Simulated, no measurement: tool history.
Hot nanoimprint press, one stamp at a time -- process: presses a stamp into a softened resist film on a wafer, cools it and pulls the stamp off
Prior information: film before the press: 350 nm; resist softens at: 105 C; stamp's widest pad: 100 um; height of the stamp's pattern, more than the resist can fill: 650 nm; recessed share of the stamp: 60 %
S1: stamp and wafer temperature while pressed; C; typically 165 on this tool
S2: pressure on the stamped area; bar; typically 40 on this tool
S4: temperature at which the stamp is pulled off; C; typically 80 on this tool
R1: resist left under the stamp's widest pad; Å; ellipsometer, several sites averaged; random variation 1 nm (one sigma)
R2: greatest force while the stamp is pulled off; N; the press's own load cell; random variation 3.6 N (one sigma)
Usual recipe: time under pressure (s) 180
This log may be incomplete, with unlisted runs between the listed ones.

run 1 hour=0 | S1=165 S2=40 time_under_pressure_(s)=180 S4=80 | R1=1636 R2=291
run 2 hour=31.8 | S1=165 S2=40 time_under_pressure_(s)=180 S4=80 | R1=1619 R2=289
-- hour=54.4 stamp cleaned and given a new release coat
run 3 hour=58.6 | S1=165 S2=40 time_under_pressure_(s)=180 S4=80 | R1=1605 R2=168
run 4 hour=82.4 | S1=165 S2=40 time_under_pressure_(s)=180 S4=80 | R1=1608 R2=176
run 5 hour=95.5 | S1=165 S2=40 time_under_pressure_(s)=297 S4=80 | R1=1330 R2=178
run 6 hour=125.7 | S1=165 S2=40 time_under_pressure_(s)=297 S4=80 | R1=1319 R2=184
run 7 hour=152.8 | S1=158 S2=40 time_under_pressure_(s)=180 S4=80 | R1=2337 R2=187
run 8 hour=184.5 | S1=158 S2=40 time_under_pressure_(s)=180 S4=80 | R1=2311 R2=186
-- hour=195 press's hydraulic seals changed and the load cell set to zero
run 9 hour=221 | S1=158 S2=40 time_under_pressure_(s)=180 S4=80 | R1=2292 R2=193
run 10 hour=252.6 | S1=176 S2=40 time_under_pressure_(s)=180 S4=80 | R1=801 R2=203
-- hour=256.9 plate thermocouple calibrated
run 11 hour=269.8 | S1=176 S2=40 time_under_pressure_(s)=180 S4=80 | R1=785 R2=192
run 12 hour=295.9 | S1=176 S2=40 time_under_pressure_(s)=180 S4=80 | R1=785 R2=203
run 13 hour=318.2 | S1=176 S2=40 time_under_pressure_(s)=180 S4=80 | R1=785 R2=203
run 14 hour=336.6 | S1=165 S2=27.6 time_under_pressure_(s)=180 S4=80 | R1=1794 R2=206
run 15 hour=356.6 | S1=165 S2=40 time_under_pressure_(s)=180 S4=80 | R1=1519 R2=210
-- hour=364.7 plate thermocouple calibrated, once more
run 16 hour=373.4 | S1=165 S2=40 time_under_pressure_(s)=180 S4=80 | R1=1565 R2=211
run 17 hour=402.4 | S1=165 S2=41.5 time_under_pressure_(s)=180 S4=84 | R1=1563 R2=205
run 18 hour=423 | S1=177 S2=41.5 time_under_pressure_(s)=97 S4=69 | R1=987 R2=270
run 19 hour=439.7 | S1=177 S2=41.5 time_under_pressure_(s)=97 S4=69 | R1=987 R2=270
run 20 hour=460.2 | S1=177 S2=41.5 time_under_pressure_(s)=97 S4=69 | R1=975 R2=273
run 21 hour=481.2 | S1=165 S2=43.4 time_under_pressure_(s)=180 S4=80 | R1=1506 R2=233
run 22 hour=504.5 | S1=165 S2=43.4 time_under_pressure_(s)=180 S4=80 | R1=1492 R2=233
run 23 hour=519.6 | S1=165 S2=40 time_under_pressure_(s)=246 S4=80 | R1=1399 R2=234
run 24 hour=538.4 | S1=165 S2=40 time_under_pressure_(s)=246 S4=80 | R1=1388 R2=245
run 25 hour=556.8 | S1=165 S2=40 time_under_pressure_(s)=168 S4=80 | R1=1583 R2=243
run 26 hour=583.8 | S1=166 S2=51.8 time_under_pressure_(s)=120 S4=70 | R1=1523 R2=293
run 27 hour=607.1 | S1=165 S2=40 time_under_pressure_(s)=105 S4=80 | R1=1880 R2=238
run 28 hour=624.4 | S1=165 S2=32.6 time_under_pressure_(s)=212 S4=80 | R1=1599 R2=247
run 29 hour=644.5 | S1=165 S2=32.6 time_under_pressure_(s)=212 S4=80 | R1=1600 R2=246

Per-run results on a tool with no hidden state, each run keeping its own random variation:
The tool's hidden condition here consists of: true temperature over the reading, C; pressure that arrives at the usual setting, %; grip of the stamp's worn release coat, % over a new coat's; drift of the gauge itself on residual_nm, %; drift of the gauge itself on pull_off_n, %.
run=1 R1=1642 R2=173
run=2 R1=1629 R2=170
run=3 R1=1619 R2=168
run=4 R1=1626 R2=174
run=5 R1=1348 R2=174
run=6 R1=1341 R2=176
run=7 R1=2373 R2=176
run=8 R1=2351 R2=171
run=9 R1=2367 R2=174
run=10 R1=837 R2=179
run=11 R1=835 R2=170
run=12 R1=836 R2=176
run=13 R1=838 R2=173
run=14 R1=1909 R2=174
run=15 R1=1628 R2=175
run=16 R1=1610 R2=172
run=17 R1=1612 R2=164
run=18 R1=1019 R2=213
run=19 R1=1020 R2=210
run=20 R1=1009 R2=210
run=21 R1=1565 R2=178
run=22 R1=1553 R2=175
run=23 R1=1462 R2=174
run=24 R1=1451 R2=181
run=25 R1=1654 R2=177
run=26 R1=1592 R2=209
run=27 R1=1963 R2=168
run=28 R1=1682 R2=173
run=29 R1=1687 R2=170

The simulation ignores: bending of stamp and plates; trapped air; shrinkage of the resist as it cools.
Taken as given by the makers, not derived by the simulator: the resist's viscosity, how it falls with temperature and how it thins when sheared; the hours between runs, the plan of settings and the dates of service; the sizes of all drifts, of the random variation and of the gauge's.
